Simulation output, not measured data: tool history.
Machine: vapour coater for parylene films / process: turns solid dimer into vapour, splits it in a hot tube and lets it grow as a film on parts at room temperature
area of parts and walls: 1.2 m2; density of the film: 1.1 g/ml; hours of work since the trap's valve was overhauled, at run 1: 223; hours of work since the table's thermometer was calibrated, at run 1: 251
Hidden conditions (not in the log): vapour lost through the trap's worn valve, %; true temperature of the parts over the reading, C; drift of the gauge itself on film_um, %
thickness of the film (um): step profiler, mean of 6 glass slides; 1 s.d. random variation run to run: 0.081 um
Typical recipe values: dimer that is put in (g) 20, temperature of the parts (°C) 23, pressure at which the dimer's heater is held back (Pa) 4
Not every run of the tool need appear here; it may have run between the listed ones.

| run | hour | dimer that is put in (g) | temperature of the parts (°C) | pressure at which the dimer's heater is held back (Pa) | hours of work since the trap's valve was overhauled | hours of work since the table's thermometer was calibrated | thickness of the film (um) |
|---|---|---|---|---|---|---|---|
| 1 | 0 | 20 | 23 | 4 | 223 | 251 | 9.09 |
| 2 | 10.6 | 20 | 23 | 4 | 232 | 260 | 9.21 |
| 3 | 23.1 | 20 | 35 | 4 | 243 | 270 | 6.01 |
|  | 32.7 | trap's valve overhauled |
| 4 | 39.4 | 20 | 23 | 8.92 | 6 | 281 | 8.59 |
| 5 | 49.5 | 20 | 23 | 2.6 | 14 | 289 | 10.8 |
| 6 | 60.1 | 20 | 23 | 2.6 | 23 | 298 | 10.54 |
| 7 | 77.4 | 20 | 23 | 2.6 | 38 | 313 | 10.58 |
| 8 | 94.7 | 20 | 23 | 4 | 52 | 327 | 9.76 |
| 9 | 105.2 | 21 | 23 | 4 | 61 | 336 | 10.2 |
| 10 | 113.9 | 30 | 33 | 4.81 | 68 | 343 | 9.79 |
| 11 | 126.7 | 30 | 33 | 4.81 | 79 | 354 | 9.84 |
| 12 | 142.7 | 30 | 33 | 4.81 | 92 | 368 | 9.9 |
| 13 | 151 | 36 | 23 | 10.57 | 99 | 374 | 14.34 |
| 14 | 160.2 | 36 | 23 | 10.57 | 107 | 382 | 14.15 |
| 15 | 176 | 26 | 25 | 4.37 | 120 | 395 | 11.33 |
| 16 | 185.8 | 26 | 25 | 4.88 | 129 | 404 | 11.02 |
| 17 | 204.3 | 26 | 15 | 4.88 | 144 | 419 | 15.68 |

What if the next run were any one of these 3? Each begins from the tool's condition after run 17:
| A | 223 | 20 | 30 | 4 | 160 | 435 | ? |
| B | 223 | 22 | 22 | 4 | 160 | 435 | ? |
| C | 223 | 16 | 23 | 4 | 160 | 435 | ? |

| run | thickness of the film (um) |
|---|---|
| A | 7.25 |
| B | 10.59 |
| C | 7.49 |
Take away the tool's hidden state, keep each run's random variation, and the runs would have read:
| run | thickness of the film (um) |
|---|---|
| A | 7.65 |
| B | 11.17 |
| C | 7.89 |
